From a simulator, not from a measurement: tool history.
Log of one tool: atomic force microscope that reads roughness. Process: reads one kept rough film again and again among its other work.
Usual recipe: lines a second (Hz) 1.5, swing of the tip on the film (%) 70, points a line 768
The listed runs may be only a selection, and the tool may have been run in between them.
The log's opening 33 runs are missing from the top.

run     day  lines a second (Hz)  swing of the tip on the film (%)  points a line  roughness of the kept film (nm (root mean square))
     46.754  -- height scale calibrated on a step standard, once more
 34  47.254                 2.22                                82            840                                               0.559
     49.004  -- new tip fitted
 35  49.225                 1.44                                82            840                                               0.596
 36  51.038                 0.55                                57            257                                               0.649
 37    52.5                  1.4                                57            257                                               0.639
 38  53.512                 1.64                                56            303                                               0.637
 39    54.9                 1.28                                70            267                                               0.618
 40  55.962                  1.5                                63            342                                               0.633
 41  57.375                  1.5                                63            342                                               0.622
 42  58.371                  1.5                                63            289                                               0.623
 43  60.062                  1.5                                63            289                                               0.618

Each row is a separate what-if for the run after 43, all from the same tool condition, not one after another. Results?
     60.962  -- new tip fitted
  A  61.325                 1.52                                64            768                                                   ?
     60.962  -- new tip fitted
  B  61.325                 1.54                                58           1009                                                   ?
     60.962  -- new tip fitted
  C  61.325                  1.5                                65            289                                                   ?
     60.962  -- new tip fitted
  D  61.325                  1.5                                70            732                                                   ?

run  roughness of the kept film (nm (root mean square))
  A                                               0.635
  B                                               0.637
  C                                               0.632
  D                                                0.63
Take away the tool's hidden state, keep each run's random variation, and the runs would have read:
run  roughness of the kept film (nm (root mean square))
  A                                               0.637
  B                                               0.639
  C                                               0.634
  D                                               0.631
